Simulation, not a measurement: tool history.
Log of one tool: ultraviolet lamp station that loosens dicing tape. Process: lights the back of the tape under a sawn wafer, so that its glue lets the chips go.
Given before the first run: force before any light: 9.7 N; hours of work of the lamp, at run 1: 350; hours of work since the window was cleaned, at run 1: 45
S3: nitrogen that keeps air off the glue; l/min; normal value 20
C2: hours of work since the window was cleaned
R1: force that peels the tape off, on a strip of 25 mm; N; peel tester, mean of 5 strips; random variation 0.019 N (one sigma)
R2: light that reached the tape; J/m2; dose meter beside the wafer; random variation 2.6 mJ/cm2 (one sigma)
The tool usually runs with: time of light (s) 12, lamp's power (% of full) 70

run 1 hour=0 | time_of_light_(s)=12 lamp's_power_(%_of_full)=70 S3=20 | hours_of_work_of_the_lamp=350 C2=45 | R1=0.951 R2=3210
run 2 hour=11.5 | time_of_light_(s)=12 lamp's_power_(%_of_full)=70 S3=20 | hours_of_work_of_the_lamp=356 C2=51 | R1=0.953 R2=3230
run 3 hour=24 | time_of_light_(s)=12 lamp's_power_(%_of_full)=70 S3=20 | hours_of_work_of_the_lamp=363 C2=58 | R1=0.95 R2=3240
run 4 hour=36.3 | time_of_light_(s)=12 lamp's_power_(%_of_full)=70 S3=20 | hours_of_work_of_the_lamp=370 C2=65 | R1=0.919 R2=3240
run 5 hour=51.5 | time_of_light_(s)=12 lamp's_power_(%_of_full)=70 S3=20 | hours_of_work_of_the_lamp=378 C2=73 | R1=0.951 R2=3230
run 6 hour=59.5 | time_of_light_(s)=12 lamp's_power_(%_of_full)=70 S3=20 | hours_of_work_of_the_lamp=382 C2=78 | R1=0.922 R2=3210
run 7 hour=68 | time_of_light_(s)=12 lamp's_power_(%_of_full)=70 S3=20 | hours_of_work_of_the_lamp=387 C2=82 | R1=0.93 R2=3240
run 8 hour=76.7 | time_of_light_(s)=7 lamp's_power_(%_of_full)=70 S3=20 | hours_of_work_of_the_lamp=392 C2=87 | R1=2.332 R2=1860
run 9 hour=83.4 | time_of_light_(s)=18 lamp's_power_(%_of_full)=70 S3=20 | hours_of_work_of_the_lamp=396 C2=91 | R1=0.402 R2=4770
run 10 hour=90.8 | time_of_light_(s)=18 lamp's_power_(%_of_full)=70 S3=20 | hours_of_work_of_the_lamp=400 C2=95 | R1=0.374 R2=4870
run 11 hour=106.9 | time_of_light_(s)=18 lamp's_power_(%_of_full)=70 S3=20 | hours_of_work_of_the_lamp=409 C2=104 | R1=0.372 R2=4840
run 12 hour=115.2 | time_of_light_(s)=18 lamp's_power_(%_of_full)=70 S3=20 | hours_of_work_of_the_lamp=413 C2=108 | R1=0.375 R2=4810
run 13 hour=122.1 | time_of_light_(s)=18 lamp's_power_(%_of_full)=85 S3=20 | hours_of_work_of_the_lamp=417 C2=112 | R1=0.266 R2=5820
run 14 hour=132.6 | time_of_light_(s)=18 lamp's_power_(%_of_full)=85 S3=20 | hours_of_work_of_the_lamp=423 C2=118 | R1=0.249 R2=5850
run 15 hour=145.5 | time_of_light_(s)=18 lamp's_power_(%_of_full)=85 S3=20 | hours_of_work_of_the_lamp=430 C2=125 | R1=0.254 R2=5870
run 16 hour=157.2 | time_of_light_(s)=18 lamp's_power_(%_of_full)=85 S3=20 | hours_of_work_of_the_lamp=436 C2=131 | R1=0.254 R2=5880
run 17 hour=170.3 | time_of_light_(s)=18 lamp's_power_(%_of_full)=85 S3=20 | hours_of_work_of_the_lamp=443 C2=138 | R1=0.26 R2=5890
run 18 hour=184.6 | time_of_light_(s)=12 lamp's_power_(%_of_full)=70 S3=20 | hours_of_work_of_the_lamp=451 C2=146 | R1=0.884 R2=3240
run 19 hour=195.5 | time_of_light_(s)=12 lamp's_power_(%_of_full)=70 S3=20 | hours_of_work_of_the_lamp=457 C2=152 | R1=0.938 R2=3250
run 20 hour=209.4 | time_of_light_(s)=12 lamp's_power_(%_of_full)=73 S3=20 | hours_of_work_of_the_lamp=465 C2=160 | R1=0.863 R2=3340
run 21 hour=216.5 | time_of_light_(s)=12 lamp's_power_(%_of_full)=70 S3=15 | hours_of_work_of_the_lamp=469 C2=164 | R1=1.183 R2=3240
run 22 hour=223.4 | time_of_light_(s)=21 lamp's_power_(%_of_full)=70 S3=10 | hours_of_work_of_the_lamp=473 C2=168 | R1=0.521 R2=5710
run 23 hour=233.6 | time_of_light_(s)=21 lamp's_power_(%_of_full)=70 S3=10 | hours_of_work_of_the_lamp=478 C2=173 | R1=0.509 R2=5630
run 24 hour=245.4 | time_of_light_(s)=12 lamp's_power_(%_of_full)=85 S3=13 | hours_of_work_of_the_lamp=485 C2=180 | R1=0.888 R2=3900
run 25 hour=260.1 | time_of_light_(s)=12 lamp's_power_(%_of_full)=70 S3=17 | hours_of_work_of_the_lamp=493 C2=188 | R1=1.012 R2=3250
run 26 hour=270.9 | time_of_light_(s)=20 lamp's_power_(%_of_full)=97 S3=17 | hours_of_work_of_the_lamp=499 C2=194 | R1=0.214 R2=7410
run 27 hour=280.6 | time_of_light_(s)=6 lamp's_power_(%_of_full)=66 S3=10 | hours_of_work_of_the_lamp=504 C2=199 | R1=3.999 R2=1560
run 28 hour=291.2 | time_of_light_(s)=6 lamp's_power_(%_of_full)=66 S3=10 | hours_of_work_of_the_lamp=510 C2=205 | R1=4.104 R2=1520
run 29 hour=306.9 | time_of_light_(s)=15 lamp's_power_(%_of_full)=72 S3=15 | hours_of_work_of_the_lamp=519 C2=214 | R1=0.71 R2=4160
run 30 hour=314.8 | time_of_light_(s)=12 lamp's_power_(%_of_full)=63 S3=20 | hours_of_work_of_the_lamp=523 C2=218 | R1=1.115 R2=2880
run 31 hour=324.2 | time_of_light_(s)=8 lamp's_power_(%_of_full)=67 S3=12 | hours_of_work_of_the_lamp=528 C2=223 | R1=2.816 R2=2050
run 32 hour=332.8 | time_of_light_(s)=8 lamp's_power_(%_of_full)=67 S3=12 | hours_of_work_of_the_lamp=533 C2=228 | R1=2.766 R2=2090
run 33 hour=344.9 | time_of_light_(s)=12 lamp's_power_(%_of_full)=63 S3=12 | hours_of_work_of_the_lamp=540 C2=235 | R1=1.715 R2=2890
run 34 hour=351.9 | time_of_light_(s)=10 lamp's_power_(%_of_full)=69 S3=24 | hours_of_work_of_the_lamp=543 C2=238 | R1=1.181 R2=2650
run 35 hour=366.2 | time_of_light_(s)=14 lamp's_power_(%_of_full)=66 S3=24 | hours_of_work_of_the_lamp=551 C2=246 | R1=0.647 R2=3530
run 36 hour=374.6 | time_of_light_(s)=12 lamp's_power_(%_of_full)=65 S3=11 | hours_of_work_of_the_lamp=556 C2=251 | R1=1.64 R2=3000
run 37 hour=381.8 | time_of_light_(s)=12 lamp's_power_(%_of_full)=65 S3=11 | hours_of_work_of_the_lamp=560 C2=255 | R1=1.68 R2=3030
run 38 hour=392.2 | time_of_light_(s)=12 lamp's_power_(%_of_full)=82 S3=12 | hours_of_work_of_the_lamp=566 C2=261 | R1=1.057 R2=3770
run 39 hour=404.6 | time_of_light_(s)=13 lamp's_power_(%_of_full)=74 S3=25 | hours_of_work_of_the_lamp=572 C2=267 | R1=0.568 R2=3620
run 40 hour=414.7 | time_of_light_(s)=13 lamp's_power_(%_of_full)=74 S3=13 | hours_of_work_of_the_lamp=578 C2=273 | R1=0.992 R2=3700
run 41 hour=425.2 | time_of_light_(s)=13 lamp's_power_(%_of_full)=74 S3=13 | hours_of_work_of_the_lamp=584 C2=279 | R1=0.978 R2=3680

Branching from run 41: 4 alternative next runs. What would each branch give?
run A hour=432.1 | time_of_light_(s)=9 lamp's_power_(%_of_full)=78 S3=34 | hours_of_work_of_the_lamp=588 C2=283 | R1=? R2=?
run B hour=432.1 | time_of_light_(s)=19 lamp's_power_(%_of_full)=72 S3=13 | hours_of_work_of_the_lamp=588 C2=283 | R1=? R2=?
run C hour=432.1 | time_of_light_(s)=14 lamp's_power_(%_of_full)=74 S3=18 | hours_of_work_of_the_lamp=588 C2=283 | R1=? R2=?
run D hour=432.1 | time_of_light_(s)=12 lamp's_power_(%_of_full)=92 S3=20 | hours_of_work_of_the_lamp=588 C2=283 | R1=? R2=?

run=A R1=0.931 R2=2720
run=B R1=0.474 R2=5240
run=C R1=0.652 R2=3970
run=D R1=0.511 R2=4210
Take away the tool's hidden state, keep each run's random variation, and the runs would have read:
run=A R1=0.929 R2=2720
run=B R1=0.473 R2=5250
run=C R1=0.651 R2=3980
run=D R1=0.51 R2=4220

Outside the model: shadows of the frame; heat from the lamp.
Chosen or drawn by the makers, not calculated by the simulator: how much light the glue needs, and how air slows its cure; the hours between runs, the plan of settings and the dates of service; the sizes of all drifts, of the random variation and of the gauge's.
